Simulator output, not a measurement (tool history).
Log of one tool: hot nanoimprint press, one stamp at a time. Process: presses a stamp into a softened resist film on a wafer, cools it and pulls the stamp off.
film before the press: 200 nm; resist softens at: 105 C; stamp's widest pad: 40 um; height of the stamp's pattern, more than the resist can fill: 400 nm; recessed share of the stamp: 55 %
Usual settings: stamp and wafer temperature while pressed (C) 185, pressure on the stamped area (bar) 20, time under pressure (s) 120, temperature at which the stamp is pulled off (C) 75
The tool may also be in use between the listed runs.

run     day  stamp and wafer temperature while pressed (C)  pressure on the stamped area (bar)  time under pressure (s)  temperature at which the stamp is pulled off (C)  resist left under the stamp's widest pad (nm)  greatest force while the stamp is pulled off (N)
  1       0                                            185                                  20                      120                                                75                                           85.1                                             101.3
      0.271  -- plate thermocouple calibrated
  2   1.017                                            183                                  20                      120                                                75                                             92                                             101.9
  3   1.525                                            183                                  20                      120                                                75                                           92.4                                               103
  4   2.292                                            185                                14.2                      120                                                75                                           98.6                                               102
  5   3.025                                            185                                14.2                      120                                                75                                           98.3                                             101.1
  6     3.6                                            185                                30.6                      120                                                75                                           68.6                                             101.7
  7    4.45                                            185                                  20                      120                                                75                                           84.8                                             100.8
  8   5.342                                            185                                  20                      220                                                75                                           66.3                                             102.4
  9   5.908                                            185                                  20                      194                                                75                                           69.6                                             102.3
 10    6.55                                            189                                  20                      120                                                75                                           71.1                                             100.7
 11   7.408                                            189                                  20                      120                                                75                                           71.2                                             100.7
 12   8.271                                            185                                  20                      120                                                73                                             84                                             105.9
 13   8.696                                            185                                  20                      120                                                78                                           84.8                                                93
 14   9.292                                            185                                  20                      120                                                78                                           84.7                                              93.9
 15  10.133                                            185                                29.5                      120                                                78                                             70                                              94.6
 16  10.575                                            184                                12.9                      120                                                72                                            108                                               110
 17  11.429                                            184                                12.9                      120                                                72                                            107                                             108.6
 18  12.388                                            184                                20.1                      120                                                72                                           87.6                                               110
      12.85  -- stamp cleaned and given a new release coat
 19  13.171                                            191                                  20                      120                                                72                                           65.3                                             109.2
 20  14.033                                            191                                  20                      120                                                72                                           65.5                                             108.6
 21  14.779                                            193                                  20                      120                                                69                                           59.8                                             116.3
 22  15.404                                            193                                15.8                      146                                                79                                           62.7                                                90
 23  15.967                                            189                                  14                      120                                                68                                           84.3                                             122.6
 24  16.633                                            185                                29.2                       67                                                75                                           88.3                                               101
 25  17.179                                            185                                29.2                       67                                                75                                           88.3                                             101.6
 26  17.804                                            184                                  23                      173                                                75                                           71.3                                             101.4
 27  18.575                                            195                                  20                      120                                                75                                           55.2                                             102.2
 28  19.392                                            195                                30.3                      120                                                63                                           44.5                                             132.2
 29  20.033                                            195                                31.4                      120                                                63                                           43.6                                             132.8

4 ways to go on from here, each from the tool as it stands after run 29. What would each give?
  A  20.721                                            182                                31.4                       69                                                63                                              ?                                                 ?
  B  20.721                                            191                                  20                      110                                                79                                              ?                                                 ?
  C  20.721                                            195                                31.4                      155                                                63                                              ?                                                 ?
  D  20.721                                            186                                31.4                       96                                                63                                              ?                                                 ?

run  resist left under the stamp's widest pad (nm)  greatest force while the stamp is pulled off (N)
  A                                           95.9                                             133.7
  B                                           67.4                                              92.8
  C                                             39                                               132
  D                                           70.7                                             132.6
Without the tool's hidden state the same runs would have given:
run  resist left under the stamp's widest pad (nm)  greatest force while the stamp is pulled off (N)
  A                                           95.8                                             133.5
  B                                           67.3                                              92.6
  C                                           38.9                                             131.7
  D                                           70.6                                             132.3
